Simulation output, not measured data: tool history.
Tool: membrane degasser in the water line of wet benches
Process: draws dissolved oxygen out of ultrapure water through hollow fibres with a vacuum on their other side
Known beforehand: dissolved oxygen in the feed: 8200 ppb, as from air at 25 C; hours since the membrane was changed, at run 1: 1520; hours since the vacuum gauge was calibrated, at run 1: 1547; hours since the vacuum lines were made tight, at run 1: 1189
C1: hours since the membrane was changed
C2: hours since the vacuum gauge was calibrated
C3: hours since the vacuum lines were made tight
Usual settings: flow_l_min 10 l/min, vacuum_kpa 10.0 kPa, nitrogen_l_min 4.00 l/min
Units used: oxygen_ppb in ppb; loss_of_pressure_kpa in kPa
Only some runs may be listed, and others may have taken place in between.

run 1 hour=0.0 | flow_l_min=10 vacuum_kpa=10.0 nitrogen_l_min=4.00 | C1=1520 C2=1547 C3=1189 | oxygen_ppb=122.1 loss_of_pressure_kpa=46.02
run 2 hour=45.9 | flow_l_min=10 vacuum_kpa=10.0 nitrogen_l_min=4.00 | C1=1566 C2=1593 C3=1235 | oxygen_ppb=126.9 loss_of_pressure_kpa=46.12
run 3 hour=73.5 | flow_l_min=10 vacuum_kpa=10.0 nitrogen_l_min=4.00 | C1=1593 C2=1621 C3=1263 | oxygen_ppb=123.8 loss_of_pressure_kpa=45.93
run 4 hour=100.1 | flow_l_min=8 vacuum_kpa=10.0 nitrogen_l_min=4.00 | C1=1620 C2=1647 C3=1290 | oxygen_ppb=75.5 loss_of_pressure_kpa=36.88
run 5 hour=135.6 | flow_l_min=15 vacuum_kpa=10.0 nitrogen_l_min=4.00 | C1=1655 C2=1683 C3=1325 | oxygen_ppb=296.9 loss_of_pressure_kpa=68.99
run 6 hour=158.9 | flow_l_min=15 vacuum_kpa=10.0 nitrogen_l_min=4.00 | C1=1679 C2=1706 C3=1348 | oxygen_ppb=294.7 loss_of_pressure_kpa=69.11
run 7 hour=204.5 | flow_l_min=15 vacuum_kpa=10.0 nitrogen_l_min=4.00 | C1=1724 C2=1752 C3=1394 | oxygen_ppb=297.5 loss_of_pressure_kpa=68.65
run 8 hour=249.3 | flow_l_min=10 vacuum_kpa=10.0 nitrogen_l_min=4.00 | C1=1769 C2=1796 C3=1439 | oxygen_ppb=127.5 loss_of_pressure_kpa=45.67
run 9 hour=296.6 | flow_l_min=10 vacuum_kpa=10.0 nitrogen_l_min=4.00 | C1=1816 C2=1844 C3=1486 | oxygen_ppb=126.5 loss_of_pressure_kpa=45.97
run 10 hour=329.2 | flow_l_min=10 vacuum_kpa=10.0 nitrogen_l_min=4.00 | C1=1849 C2=1876 C3=1519 | oxygen_ppb=124.0 loss_of_pressure_kpa=46.05
run 11 hour=383.9 | flow_l_min=10 vacuum_kpa=10.0 nitrogen_l_min=3.80 | C1=1904 C2=1931 C3=1573 | oxygen_ppb=129.0 loss_of_pressure_kpa=46.17
run 12 hour=429.8 | flow_l_min=10 vacuum_kpa=17.4 nitrogen_l_min=4.00 | C1=1949 C2=1977 C3=1619 | oxygen_ppb=173.1 loss_of_pressure_kpa=46.08
run 13 hour=460.3 | flow_l_min=10 vacuum_kpa=17.4 nitrogen_l_min=4.00 | C1=1980 C2=2008 C3=1650 | oxygen_ppb=171.9 loss_of_pressure_kpa=46.08
run 14 hour=514.2 | flow_l_min=10 vacuum_kpa=17.4 nitrogen_l_min=4.00 | C1=2034 C2=2061 C3=1704 | oxygen_ppb=172.3 loss_of_pressure_kpa=46.10
run 15 hour=568.3 | flow_l_min=10 vacuum_kpa=7.5 nitrogen_l_min=4.00 | C1=2088 C2=2115 C3=1758 | oxygen_ppb=110.3 loss_of_pressure_kpa=46.30
run 16 hour=616.3 | flow_l_min=7 vacuum_kpa=19.2 nitrogen_l_min=4.00 | C1=2136 C2=2163 C3=1806 | oxygen_ppb=98.3 loss_of_pressure_kpa=32.04
run 17 hour=654.0 | flow_l_min=12 vacuum_kpa=10.0 nitrogen_l_min=9.32 | C1=2174 C2=2201 C3=1843 | oxygen_ppb=161.0 loss_of_pressure_kpa=55.58
run 18 hour=696.9 | flow_l_min=13 vacuum_kpa=12.6 nitrogen_l_min=8.26 | C1=2217 C2=2244 C3=1886 | oxygen_ppb=209.4 loss_of_pressure_kpa=59.86
run 19 hour=740.8 | flow_l_min=11 vacuum_kpa=10.0 nitrogen_l_min=5.37 | C1=2260 C2=2288 C3=1930 | oxygen_ppb=146.2 loss_of_pressure_kpa=50.68
run 20 hour=795.9 | flow_l_min=12 vacuum_kpa=7.5 nitrogen_l_min=5.37 | C1=2316 C2=2343 C3=1985 | oxygen_ppb=160.6 loss_of_pressure_kpa=55.55
run 21 hour=837.6 | flow_l_min=12 vacuum_kpa=18.9 nitrogen_l_min=2.76 | C1=2357 C2=2385 C3=2027 | oxygen_ppb=301.4 loss_of_pressure_kpa=55.40

For run 22, what comes out?
run 22 hour=868.4 | flow_l_min=7 vacuum_kpa=23.0 nitrogen_l_min=10.36 | C1=2388 C2=2416 C3=2058 | oxygen_ppb=? loss_of_pressure_kpa=?

For run 22 the tool returned oxygen_ppb 61.6 ppb, loss_of_pressure_kpa 32.41 kPa.
With no hidden state in the tool, this same run would have given oxygen_ppb 58.6 ppb, loss_of_pressure_kpa 32.04 kPa.

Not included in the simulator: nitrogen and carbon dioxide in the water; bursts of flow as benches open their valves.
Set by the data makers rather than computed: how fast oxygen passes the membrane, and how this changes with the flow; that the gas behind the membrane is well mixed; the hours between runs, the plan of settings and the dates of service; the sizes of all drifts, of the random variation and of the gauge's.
